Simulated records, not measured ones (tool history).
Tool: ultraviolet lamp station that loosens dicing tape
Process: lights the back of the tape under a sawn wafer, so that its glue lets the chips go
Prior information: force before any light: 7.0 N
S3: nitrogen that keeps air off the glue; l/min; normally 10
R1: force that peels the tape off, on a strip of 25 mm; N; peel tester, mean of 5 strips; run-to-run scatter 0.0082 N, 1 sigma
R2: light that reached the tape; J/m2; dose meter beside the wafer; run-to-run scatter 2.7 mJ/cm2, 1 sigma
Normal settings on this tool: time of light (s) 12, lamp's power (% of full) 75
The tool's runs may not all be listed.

run 1 day=0 | time_of_light_(s)=12 lamp's_power_(%_of_full)=75 S3=10 | R1=0.464 R2=2690
run 2 day=0.996 | time_of_light_(s)=12 lamp's_power_(%_of_full)=75 S3=10 | R1=0.459 R2=2710
-- day=1.667 window cleaned of glue's vapour
run 3 day=2.4 | time_of_light_(s)=12 lamp's_power_(%_of_full)=75 S3=10 | R1=0.443 R2=2810
run 4 day=3.642 | time_of_light_(s)=12 lamp's_power_(%_of_full)=75 S3=10 | R1=0.458 R2=2810
run 5 day=4.442 | time_of_light_(s)=12 lamp's_power_(%_of_full)=75 S3=10 | R1=0.441 R2=2820
run 6 day=6.192 | time_of_light_(s)=12 lamp's_power_(%_of_full)=75 S3=10 | R1=0.422 R2=2810
run 7 day=7.354 | time_of_light_(s)=12 lamp's_power_(%_of_full)=82 S3=10 | R1=0.39 R2=3040
run 8 day=8.517 | time_of_light_(s)=12 lamp's_power_(%_of_full)=82 S3=10 | R1=0.408 R2=3000
run 9 day=9.517 | time_of_light_(s)=12 lamp's_power_(%_of_full)=73 S3=10 | R1=0.469 R2=2730
run 10 day=10.517 | time_of_light_(s)=11 lamp's_power_(%_of_full)=73 S3=10 | R1=0.572 R2=2420
run 11 day=11.358 | time_of_light_(s)=11 lamp's_power_(%_of_full)=73 S3=10 | R1=0.555 R2=2450
run 12 day=12.779 | time_of_light_(s)=11 lamp's_power_(%_of_full)=73 S3=10 | R1=0.572 R2=2400
run 13 day=14.308 | time_of_light_(s)=11 lamp's_power_(%_of_full)=73 S3=10 | R1=0.574 R2=2440
run 14 day=15.958 | time_of_light_(s)=11 lamp's_power_(%_of_full)=73 S3=10 | R1=0.567 R2=2400
run 15 day=17.388 | time_of_light_(s)=11 lamp's_power_(%_of_full)=70 S3=10 | R1=0.636 R2=2300
run 16 day=18.288 | time_of_light_(s)=12 lamp's_power_(%_of_full)=98 S3=19 | R1=0.282 R2=3510
run 17 day=19.767 | time_of_light_(s)=12 lamp's_power_(%_of_full)=83 S3=10 | R1=0.385 R2=2950
run 18 day=21.333 | time_of_light_(s)=24 lamp's_power_(%_of_full)=99 S3=10 | R1=0.244 R2=7020
run 19 day=22.362 | time_of_light_(s)=19 lamp's_power_(%_of_full)=75 S3=10 | R1=0.281 R2=4220
run 20 day=23.342 | time_of_light_(s)=14 lamp's_power_(%_of_full)=75 S3=11 | R1=0.386 R2=3060
run 21 day=25.058 | time_of_light_(s)=10 lamp's_power_(%_of_full)=80 S3=14 | R1=0.522 R2=2320
run 22 day=26.217 | time_of_light_(s)=8 lamp's_power_(%_of_full)=61 S3=10 | R1=1.377 R2=1400
run 23 day=27.146 | time_of_light_(s)=10 lamp's_power_(%_of_full)=87 S3=10 | R1=0.544 R2=2500
run 24 day=28.05 | time_of_light_(s)=13 lamp's_power_(%_of_full)=96 S3=10 | R1=0.32 R2=3540
run 25 day=29.733 | time_of_light_(s)=9 lamp's_power_(%_of_full)=94 S3=3 | R1=1.125 R2=2390

Below are 3 alternative next runs, each starting from the tool's condition after run 25. Predict each:
run A day=31.421 | time_of_light_(s)=9 lamp's_power_(%_of_full)=80 S3=10 | R1=? R2=?
run B day=31.421 | time_of_light_(s)=24 lamp's_power_(%_of_full)=75 S3=10 | R1=? R2=?
run C day=31.421 | time_of_light_(s)=15 lamp's_power_(%_of_full)=88 S3=10 | R1=? R2=?

run=A R1=0.776 R2=2100
run=B R1=0.26 R2=5040
run=C R1=0.312 R2=3770
Had the tool no hidden state, the same runs would have come out as:
run=A R1=0.449 R2=2850
run=B R1=0.25 R2=6890
run=C R1=0.259 R2=5140

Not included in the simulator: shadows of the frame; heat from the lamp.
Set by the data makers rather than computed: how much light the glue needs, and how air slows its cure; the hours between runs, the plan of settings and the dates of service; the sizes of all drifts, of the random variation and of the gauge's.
